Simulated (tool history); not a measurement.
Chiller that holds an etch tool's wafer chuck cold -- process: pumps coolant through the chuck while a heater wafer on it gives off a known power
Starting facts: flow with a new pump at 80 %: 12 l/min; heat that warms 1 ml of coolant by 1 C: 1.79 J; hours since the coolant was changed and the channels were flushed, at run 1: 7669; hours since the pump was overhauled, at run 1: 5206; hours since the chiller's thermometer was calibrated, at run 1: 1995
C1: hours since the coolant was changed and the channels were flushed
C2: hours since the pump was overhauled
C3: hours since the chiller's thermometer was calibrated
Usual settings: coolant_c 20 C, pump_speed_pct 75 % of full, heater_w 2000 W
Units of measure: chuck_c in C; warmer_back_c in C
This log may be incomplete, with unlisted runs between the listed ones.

run 1 hour=0 | coolant_c=20 pump_speed_pct=75 heater_w=2000 | C1=7669 C2=5206 C3=1995 | chuck_c=38.1 warmer_back_c=6.33
run 2 hour=106.9 | coolant_c=20 pump_speed_pct=75 heater_w=2940 | C1=7776 C2=5313 C3=2101 | chuck_c=46.7 warmer_back_c=9.36
-- hour=174.5 coolant changed, channels flushed
run 3 hour=242.7 | coolant_c=20 pump_speed_pct=75 heater_w=2940 | C1=68 C2=5443 C3=2231 | chuck_c=43.8 warmer_back_c=9.36
run 4 hour=354.4 | coolant_c=27 pump_speed_pct=75 heater_w=2000 | C1=180 C2=5554 C3=2343 | chuck_c=43.3 warmer_back_c=6.39
run 5 hour=478.7 | coolant_c=27 pump_speed_pct=75 heater_w=2000 | C1=304 C2=5679 C3=2467 | chuck_c=43.2 warmer_back_c=6.36
run 6 hour=565.1 | coolant_c=27 pump_speed_pct=75 heater_w=2000 | C1=391 C2=5765 C3=2554 | chuck_c=43.4 warmer_back_c=6.46
run 7 hour=625.2 | coolant_c=20 pump_speed_pct=74 heater_w=2000 | C1=451 C2=5825 C3=2614 | chuck_c=36.6 warmer_back_c=6.52
run 8 hour=760 | coolant_c=20 pump_speed_pct=74 heater_w=2000 | C1=585 C2=5960 C3=2748 | chuck_c=36.5 warmer_back_c=6.57
run 9 hour=830.7 | coolant_c=20 pump_speed_pct=74 heater_w=2000 | C1=656 C2=6030 C3=2819 | chuck_c=36.6 warmer_back_c=6.53
run 10 hour=933.1 | coolant_c=20 pump_speed_pct=74 heater_w=2000 | C1=759 C2=6133 C3=2922 | chuck_c=36.6 warmer_back_c=6.55
run 11 hour=1029.1 | coolant_c=20 pump_speed_pct=74 heater_w=2000 | C1=855 C2=6229 C3=3018 | chuck_c=36.7 warmer_back_c=6.57
run 12 hour=1134.4 | coolant_c=20 pump_speed_pct=74 heater_w=2000 | C1=960 C2=6334 C3=3123 | chuck_c=36.7 warmer_back_c=6.53
run 13 hour=1202.9 | coolant_c=20 pump_speed_pct=74 heater_w=2000 | C1=1028 C2=6403 C3=3191 | chuck_c=36.7 warmer_back_c=6.52
run 14 hour=1305.4 | coolant_c=20 pump_speed_pct=74 heater_w=2000 | C1=1131 C2=6505 C3=3294 | chuck_c=36.8 warmer_back_c=6.59
run 15 hour=1393.9 | coolant_c=21 pump_speed_pct=75 heater_w=2000 | C1=1219 C2=6594 C3=3382 | chuck_c=37.9 warmer_back_c=6.44
-- hour=1417.2 chiller's thermometer calibrated
run 16 hour=1479.5 | coolant_c=21 pump_speed_pct=75 heater_w=1563 | C1=1304 C2=6678 C3=62 | chuck_c=33.8 warmer_back_c=5.07
run 17 hour=1584.7 | coolant_c=21 pump_speed_pct=75 heater_w=1563 | C1=1409 C2=6784 C3=168 | chuck_c=33.8 warmer_back_c=5.05
run 18 hour=1716.9 | coolant_c=21 pump_speed_pct=75 heater_w=1563 | C1=1541 C2=6916 C3=300 | chuck_c=33.8 warmer_back_c=5.09
run 19 hour=1796.1 | coolant_c=22 pump_speed_pct=71 heater_w=1419 | C1=1621 C2=6995 C3=379 | chuck_c=34.3 warmer_back_c=4.97
run 20 hour=1922.3 | coolant_c=14 pump_speed_pct=85 heater_w=2000 | C1=1747 C2=7121 C3=505 | chuck_c=29.2 warmer_back_c=5.8
run 21 hour=2043.9 | coolant_c=14 pump_speed_pct=85 heater_w=2000 | C1=1868 C2=7243 C3=627 | chuck_c=29 warmer_back_c=5.77
run 22 hour=2144.1 | coolant_c=14 pump_speed_pct=85 heater_w=2000 | C1=1969 C2=7343 C3=727 | chuck_c=29.4 warmer_back_c=5.83
run 23 hour=2264.6 | coolant_c=14 pump_speed_pct=69 heater_w=1098 | C1=2089 C2=7463 C3=847 | chuck_c=23.8 warmer_back_c=3.91
run 24 hour=2378.4 | coolant_c=20 pump_speed_pct=93 heater_w=2800 | C1=2203 C2=7577 C3=961 | chuck_c=40.1 warmer_back_c=7.4
run 25 hour=2500.4 | coolant_c=12 pump_speed_pct=75 heater_w=2005 | C1=2325 C2=7699 C3=1083 | chuck_c=29 warmer_back_c=6.56
run 26 hour=2577.3 | coolant_c=12 pump_speed_pct=75 heater_w=2005 | C1=2402 C2=7776 C3=1160 | chuck_c=28.9 warmer_back_c=6.55
run 27 hour=2698.4 | coolant_c=12 pump_speed_pct=75 heater_w=2005 | C1=2523 C2=7897 C3=1281 | chuck_c=29 warmer_back_c=6.65
run 28 hour=2785.4 | coolant_c=19 pump_speed_pct=92 heater_w=2005 | C1=2610 C2=7984 C3=1368 | chuck_c=33.7 warmer_back_c=5.38
run 29 hour=2866.3 | coolant_c=19 pump_speed_pct=92 heater_w=2005 | C1=2691 C2=8065 C3=1449 | chuck_c=34 warmer_back_c=5.43
run 30 hour=2949.6 | coolant_c=19 pump_speed_pct=92 heater_w=2005 | C1=2774 C2=8148 C3=1532 | chuck_c=33.9 warmer_back_c=5.41
run 31 hour=3035.4 | coolant_c=19 pump_speed_pct=92 heater_w=2005 | C1=2860 C2=8234 C3=1618 | chuck_c=33.9 warmer_back_c=5.42

Each row is a separate what-if for the run after 31, all from the same tool condition, not one after another. Results?
run A hour=3111.2 | coolant_c=20 pump_speed_pct=75 heater_w=2000 | C1=2936 C2=8310 C3=1694 | chuck_c=? warmer_back_c=?
run B hour=3111.2 | coolant_c=17 pump_speed_pct=75 heater_w=2000 | C1=2936 C2=8310 C3=1694 | chuck_c=? warmer_back_c=?
run C hour=3111.2 | coolant_c=22 pump_speed_pct=62 heater_w=2748 | C1=2936 C2=8310 C3=1694 | chuck_c=? warmer_back_c=?
run D hour=3111.2 | coolant_c=15 pump_speed_pct=75 heater_w=2000 | C1=2936 C2=8310 C3=1694 | chuck_c=? warmer_back_c=?
run E hour=3111.2 | coolant_c=19 pump_speed_pct=92 heater_w=2856 | C1=2936 C2=8310 C3=1694 | chuck_c=? warmer_back_c=?

run=A chuck_c=37.1 warmer_back_c=6.62
run=B chuck_c=34.2 warmer_back_c=6.66
run=C chuck_c=48.7 warmer_back_c=11
run=D chuck_c=32.1 warmer_back_c=6.61
run=E chuck_c=40.1 warmer_back_c=7.83
With no hidden state in the tool, these same runs would have given:
run=A chuck_c=35.1 warmer_back_c=5.91
run=B chuck_c=32.2 warmer_back_c=5.96
run=C chuck_c=45.7 warmer_back_c=9.83
run=D chuck_c=30.1 warmer_back_c=5.91
run=E chuck_c=37.7 warmer_back_c=7
